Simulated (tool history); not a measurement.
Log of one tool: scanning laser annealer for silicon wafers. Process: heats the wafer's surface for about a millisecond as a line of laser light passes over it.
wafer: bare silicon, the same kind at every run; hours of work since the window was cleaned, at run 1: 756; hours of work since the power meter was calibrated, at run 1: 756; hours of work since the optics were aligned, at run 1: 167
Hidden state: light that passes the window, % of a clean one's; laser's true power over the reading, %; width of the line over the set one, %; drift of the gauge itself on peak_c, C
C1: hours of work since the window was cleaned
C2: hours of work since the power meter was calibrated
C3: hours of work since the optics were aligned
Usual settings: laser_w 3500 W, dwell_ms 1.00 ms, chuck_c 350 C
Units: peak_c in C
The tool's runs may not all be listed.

run 1 hour=0.0 | laser_w=3500 dwell_ms=1.00 chuck_c=350 | C1=756 C2=756 C3=167 | peak_c=1056
run 2 hour=35.5 | laser_w=3500 dwell_ms=1.00 chuck_c=350 | C1=773 C2=773 C3=184 | peak_c=1055
run 3 hour=82.0 | laser_w=3500 dwell_ms=1.00 chuck_c=350 | C1=795 C2=795 C3=206 | peak_c=1054
run 4 hour=104.1 | laser_w=3500 dwell_ms=1.00 chuck_c=350 | C1=806 C2=806 C3=217 | peak_c=1049
run 5 hour=137.3 | laser_w=3500 dwell_ms=1.00 chuck_c=326 | C1=822 C2=822 C3=233 | peak_c=1031
run 6 hour=167.9 | laser_w=3500 dwell_ms=1.00 chuck_c=350 | C1=836 C2=836 C3=247 | peak_c=1050
run 7 hour=212.7 | laser_w=3500 dwell_ms=1.00 chuck_c=350 | C1=858 C2=858 C3=269 | peak_c=1046
run 8 hour=254.6 | laser_w=3500 dwell_ms=1.00 chuck_c=350 | C1=878 C2=878 C3=289 | peak_c=1047
run 9 hour=284.0 | laser_w=3173 dwell_ms=1.00 chuck_c=350 | C1=892 C2=892 C3=303 | peak_c=958
-- hour=292.8 optics aligned, line set to its width
run 10 hour=315.9 | laser_w=3403 dwell_ms=1.00 chuck_c=350 | C1=905 C2=905 C3=11 | peak_c=1017
run 11 hour=341.5 | laser_w=3040 dwell_ms=0.75 chuck_c=312 | C1=917 C2=917 C3=23 | peak_c=796
run 12 hour=361.0 | laser_w=3155 dwell_ms=0.75 chuck_c=315 | C1=927 C2=927 C3=33 | peak_c=823
run 13 hour=395.7 | laser_w=3212 dwell_ms=1.00 chuck_c=323 | C1=943 C2=943 C3=49 | peak_c=938
-- hour=404.0 optics aligned, line set to its width, once more
-- hour=417.4 window over the wafer cleaned
run 14 hour=444.1 | laser_w=3212 dwell_ms=1.00 chuck_c=323 | C1=13 C2=963 C3=18 | peak_c=984
run 15 hour=463.0 | laser_w=3212 dwell_ms=1.00 chuck_c=323 | C1=22 C2=972 C3=27 | peak_c=983
run 16 hour=491.7 | laser_w=3212 dwell_ms=1.00 chuck_c=323 | C1=36 C2=986 C3=41 | peak_c=982
run 17 hour=523.3 | laser_w=3278 dwell_ms=0.87 chuck_c=332 | C1=51 C2=1001 C3=56 | peak_c=955
run 18 hour=561.1 | laser_w=3278 dwell_ms=0.87 chuck_c=332 | C1=69 C2=1019 C3=74 | peak_c=954

Hidden state or all else? Some run-to-run changes of peak_c, split into what the settings, what came in and random variation would give without the hidden state, and what is left for the hidden state (with any gauge scatter that isn't in both results):
Run 10 -> 11: laser_w 3403 -> 3040, dwell_ms 1.00 -> 0.75, chuck_c 350 -> 312. peak_c -221 C: hidden state +11, all else -232.
Run 13 -> 14: optics aligned, line set to its width, once more, window over the wafer cleaned. peak_c +46 C: hidden state +42, all else +4.
